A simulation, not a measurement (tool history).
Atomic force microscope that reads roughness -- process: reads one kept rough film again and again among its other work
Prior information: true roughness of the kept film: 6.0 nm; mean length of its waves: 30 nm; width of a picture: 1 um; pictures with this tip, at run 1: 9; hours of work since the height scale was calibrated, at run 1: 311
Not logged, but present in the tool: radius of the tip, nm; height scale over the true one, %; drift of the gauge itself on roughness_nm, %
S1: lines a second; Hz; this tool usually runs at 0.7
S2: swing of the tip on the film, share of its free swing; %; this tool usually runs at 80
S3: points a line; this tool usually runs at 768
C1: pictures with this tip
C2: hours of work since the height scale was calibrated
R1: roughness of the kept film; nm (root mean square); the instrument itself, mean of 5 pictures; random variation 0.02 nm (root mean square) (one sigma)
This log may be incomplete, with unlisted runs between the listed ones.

{"run": 1, "hour": 0.0, "S1": 0.7, "S2": 80, "S3": 768, "C1": 9, "C2": 311, "R1": 4.862}
{"run": 2, "hour": 20.5, "S1": 0.7, "S2": 75, "S3": 768, "C1": 50, "C2": 324, "R1": 4.459}
{"hour": 31.8, "done": "new tip fitted"}
{"run": 3, "hour": 36.0, "S1": 0.7, "S2": 75, "S3": 768, "C1": 9, "C2": 334, "R1": 4.959}
{"run": 4, "hour": 63.7, "S1": 0.7, "S2": 75, "S3": 768, "C1": 64, "C2": 352, "R1": 4.341}
{"hour": 67.5, "done": "new tip fitted"}
{"run": 5, "hour": 87.1, "S1": 0.7, "S2": 75, "S3": 768, "C1": 39, "C2": 366, "R1": 4.622}
{"hour": 102.4, "done": "new tip fitted"}
{"run": 6, "hour": 103.9, "S1": 0.7, "S2": 75, "S3": 768, "C1": 3, "C2": 377, "R1": 4.954}
{"run": 7, "hour": 134.2, "S1": 2.627, "S2": 80, "S3": 768, "C1": 63, "C2": 396, "R1": 3.746}
{"hour": 138.5, "done": "new tip fitted"}
{"run": 8, "hour": 156.7, "S1": 2.627, "S2": 80, "S3": 486, "C1": 37, "C2": 410, "R1": 3.962}
{"run": 9, "hour": 169.9, "S1": 0.7, "S2": 80, "S3": 768, "C1": 63, "C2": 418, "R1": 4.311}
{"hour": 174.1, "done": "new tip fitted"}
{"run": 10, "hour": 195.5, "S1": 0.7, "S2": 80, "S3": 768, "C1": 43, "C2": 434, "R1": 4.452}
{"hour": 210.7, "done": "new tip fitted"}
{"run": 11, "hour": 211.0, "S1": 0.7, "S2": 80, "S3": 768, "C1": 1, "C2": 444, "R1": 4.972}
{"run": 12, "hour": 232.2, "S1": 0.7, "S2": 80, "S3": 768, "C1": 43, "C2": 457, "R1": 4.476}
{"hour": 245.6, "done": "new tip fitted"}
{"run": 13, "hour": 256.4, "S1": 0.7, "S2": 80, "S3": 768, "C1": 22, "C2": 472, "R1": 4.632}
{"hour": 259.7, "done": "height scale calibrated on a step standard"}
{"run": 14, "hour": 275.4, "S1": 0.7, "S2": 80, "S3": 768, "C1": 58, "C2": 10, "R1": 4.326}
{"hour": 281.0, "done": "new tip fitted"}
{"run": 15, "hour": 294.9, "S1": 0.7, "S2": 80, "S3": 768, "C1": 27, "C2": 22, "R1": 4.602}
{"run": 16, "hour": 309.8, "S1": 0.7, "S2": 80, "S3": 768, "C1": 57, "C2": 32, "R1": 4.327}
{"hour": 315.9, "done": "new tip fitted"}
{"run": 17, "hour": 328.5, "S1": 0.7, "S2": 80, "S3": 768, "C1": 25, "C2": 43, "R1": 4.626}
{"run": 18, "hour": 340.8, "S1": 0.7, "S2": 80, "S3": 768, "C1": 50, "C2": 51, "R1": 4.387}
{"hour": 350.5, "done": "new tip fitted"}
{"run": 19, "hour": 366.6, "S1": 0.7, "S2": 80, "S3": 768, "C1": 32, "C2": 67, "R1": 4.568}
{"hour": 385.4, "done": "new tip fitted"}
{"run": 20, "hour": 394.4, "S1": 0.7, "S2": 61, "S3": 768, "C1": 18, "C2": 85, "R1": 4.864}
{"hour": 404.8, "done": "height scale calibrated on a step standard, once more"}
{"run": 21, "hour": 411.9, "S1": 0.7, "S2": 61, "S3": 316, "C1": 51, "C2": 5, "R1": 4.543}
{"hour": 422.2, "done": "new tip fitted"}
{"run": 22, "hour": 428.3, "S1": 0.7, "S2": 61, "S3": 316, "C1": 13, "C2": 15, "R1": 4.914}
{"hour": 456.9, "done": "new tip fitted"}
{"run": 23, "hour": 457.3, "S1": 0.7, "S2": 61, "S3": 737, "C1": 0, "C2": 33, "R1": 5.198}
{"run": 24, "hour": 488.0, "S1": 0.7, "S2": 61, "S3": 737, "C1": 61, "C2": 52, "R1": 4.476}
{"hour": 493.0, "done": "new tip fitted"}
{"run": 25, "hour": 502.6, "S1": 0.7, "S2": 69, "S3": 737, "C1": 19, "C2": 61, "R1": 4.865}
{"run": 26, "hour": 523.0, "S1": 0.7, "S2": 89, "S3": 460, "C1": 60, "C2": 74, "R1": 4.213}
{"hour": 527.9, "done": "new tip fitted"}
{"run": 27, "hour": 553.6, "S1": 2.939, "S2": 61, "S3": 513, "C1": 51, "C2": 93, "R1": 4.329}
{"hour": 564.6, "done": "new tip fitted"}
{"run": 28, "hour": 570.6, "S1": 2.939, "S2": 61, "S3": 513, "C1": 12, "C2": 104, "R1": 4.671}
{"run": 29, "hour": 585.7, "S1": 0.7, "S2": 72, "S3": 950, "C1": 42, "C2": 114, "R1": 4.565}
{"hour": 599.4, "done": "new tip fitted"}
{"run": 30, "hour": 610.9, "S1": 0.772, "S2": 68, "S3": 768, "C1": 23, "C2": 129, "R1": 4.768}
{"run": 31, "hour": 629.9, "S1": 1.774, "S2": 79, "S3": 768, "C1": 61, "C2": 141, "R1": 4.012}
{"hour": 635.0, "done": "new tip fitted"}
{"run": 32, "hour": 651.3, "S1": 1.059, "S2": 80, "S3": 361, "C1": 32, "C2": 155, "R1": 4.476}
{"hour": 670.0, "done": "new tip fitted"}
{"run": 33, "hour": 679.9, "S1": 0.624, "S2": 80, "S3": 340, "C1": 20, "C2": 173, "R1": 4.735}
{"run": 34, "hour": 696.9, "S1": 1.421, "S2": 57, "S3": 768, "C1": 54, "C2": 183, "R1": 4.539}
{"hour": 705.6, "done": "new tip fitted"}
{"run": 35, "hour": 717.2, "S1": 1.416, "S2": 57, "S3": 768, "C1": 23, "C2": 196, "R1": 4.799}
{"run": 36, "hour": 739.1, "S1": 1.416, "S2": 57, "S3": 768, "C1": 67, "C2": 210, "R1": 4.407}
{"hour": 741.1, "done": "new tip fitted"}
{"run": 37, "hour": 763.6, "S1": 0.505, "S2": 64, "S3": 346, "C1": 44, "C2": 225, "R1": 4.662}
{"hour": 777.2, "done": "new tip fitted"}
{"run": 38, "hour": 784.4, "S1": 0.7, "S2": 87, "S3": 338, "C1": 15, "C2": 238, "R1": 4.633}
{"run": 39, "hour": 798.1, "S1": 2.819, "S2": 80, "S3": 314, "C1": 42, "C2": 247, "R1": 3.787}
{"hour": 812.0, "done": "new tip fitted"}
{"run": 40, "hour": 814.2, "S1": 2.153, "S2": 80, "S3": 737, "C1": 4, "C2": 257, "R1": 4.485}
{"run": 41, "hour": 842.1, "S1": 2.153, "S2": 80, "S3": 737, "C1": 59, "C2": 275, "R1": 3.921}
{"hour": 847.5, "done": "new tip fitted"}
{"run": 42, "hour": 863.2, "S1": 1.371, "S2": 80, "S3": 270, "C1": 31, "C2": 288, "R1": 4.329}
{"hour": 883.1, "done": "new tip fitted"}
{"run": 43, "hour": 884.6, "S1": 1.371, "S2": 80, "S3": 270, "C1": 3, "C2": 301, "R1": 4.582}
{"run": 44, "hour": 915.1, "S1": 0.683, "S2": 80, "S3": 768, "C1": 64, "C2": 320, "R1": 4.271}
{"hour": 917.9, "done": "new tip fitted"}
{"run": 45, "hour": 930.0, "S1": 0.933, "S2": 60, "S3": 768, "C1": 24, "C2": 329, "R1": 4.828}
{"hour": 952.4, "done": "new tip fitted"}
{"run": 46, "hour": 953.6, "S1": 1.081, "S2": 80, "S3": 760, "C1": 2, "C2": 344, "R1": 4.781}
{"run": 47, "hour": 975.4, "S1": 1.081, "S2": 80, "S3": 760, "C1": 46, "C2": 358, "R1": 4.379}
{"hour": 987.1, "done": "new tip fitted"}
{"run": 48, "hour": 996.1, "S1": 0.736, "S2": 78, "S3": 760, "C1": 18, "C2": 371, "R1": 4.793}
{"hour": 1024.0, "done": "new tip fitted"}
{"run": 49, "hour": 1027.2, "S1": 3.281, "S2": 80, "S3": 418, "C1": 6, "C2": 390, "R1": 4.074}

What if the next run were any one of these 4? Each begins from the tool's condition after run 49:
{"run": "A", "hour": 1055.5, "S1": 3.281, "S2": 76, "S3": 418, "C1": 63, "C2": 408, "R1": "?"}
{"run": "B", "hour": 1055.5, "S1": 1.959, "S2": 56, "S3": 478, "C1": 63, "C2": 408, "R1": "?"}
{"run": "C", "hour": 1055.5, "S1": 3.281, "S2": 84, "S3": 418, "C1": 63, "C2": 408, "R1": "?"}
{"run": "D", "hour": 1055.5, "S1": 1.309, "S2": 64, "S3": 1018, "C1": 63, "C2": 408, "R1": "?"}

run=A R1=3.721
run=B R1=4.372
run=C R1=3.401
run=D R1=4.334
Without the tool's hidden state the same runs would have given:
run=A R1=4.334
run=B R1=5.091
run=C R1=3.962
run=D R1=5.047

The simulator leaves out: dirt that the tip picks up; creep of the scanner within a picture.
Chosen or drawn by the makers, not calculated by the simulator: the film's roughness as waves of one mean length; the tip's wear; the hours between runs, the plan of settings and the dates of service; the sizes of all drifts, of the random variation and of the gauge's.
